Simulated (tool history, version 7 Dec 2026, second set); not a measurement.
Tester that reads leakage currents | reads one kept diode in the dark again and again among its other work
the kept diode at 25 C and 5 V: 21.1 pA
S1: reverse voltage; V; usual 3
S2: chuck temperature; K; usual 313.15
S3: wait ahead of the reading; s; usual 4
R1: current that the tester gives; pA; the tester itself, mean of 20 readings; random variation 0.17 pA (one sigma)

run     day     S1      S2    S3      R1
  1       0      3  313.15     4   54.55
  2   1.679      3  313.15     4   54.92
  3   2.729      3  313.15     4   54.89
  4   4.046      3  306.15     4   31.63
  5   5.346      3  313.15     4   54.85
  6   6.446      3  313.15     4   54.69
  7   8.633      3  305.15     4   29.39
  8  10.496      3  305.15     4   29.47
  9    11.8      3  298.15     4   16.75
 10  12.896      3  313.15   0.3   57.62
 11  14.088      3  313.15   0.3   57.59
 12  15.688      3  313.15   0.3   57.39
 13  16.875   3.09  319.15     4   87.24
 14   18.75      3  313.15  3.53   54.66
 15  20.017      3  297.15  9.02   15.36
 16  22.112      3  301.15  9.02   21.22
 17  24.162      3  308.15  3.57   37.37
 18  26.292  14.34  317.15  3.57  162.08
 19  28.612      3  311.15  3.11   47.05
 20  30.008      3  311.15  3.11   47.13
 21  31.425  13.19  301.15  0.35   55.93
 22  33.704  13.19  301.15  0.35   55.62
 23  35.079  13.19  301.15  0.35   55.68
 24  36.717  13.19  301.15  0.35   55.55

Not shown: 1 entry that the log had between the listed runs. Between which runs, and how does the tool's hidden state differ before and after?
Between runs 21 and 22: probe card cleaned and baked (day 33.246)
  stray current of the dirty probe card, pA a volt: 0.035 -> 0.02
  measured less the result without the state, R1: +0.2 -> -0.01 pA
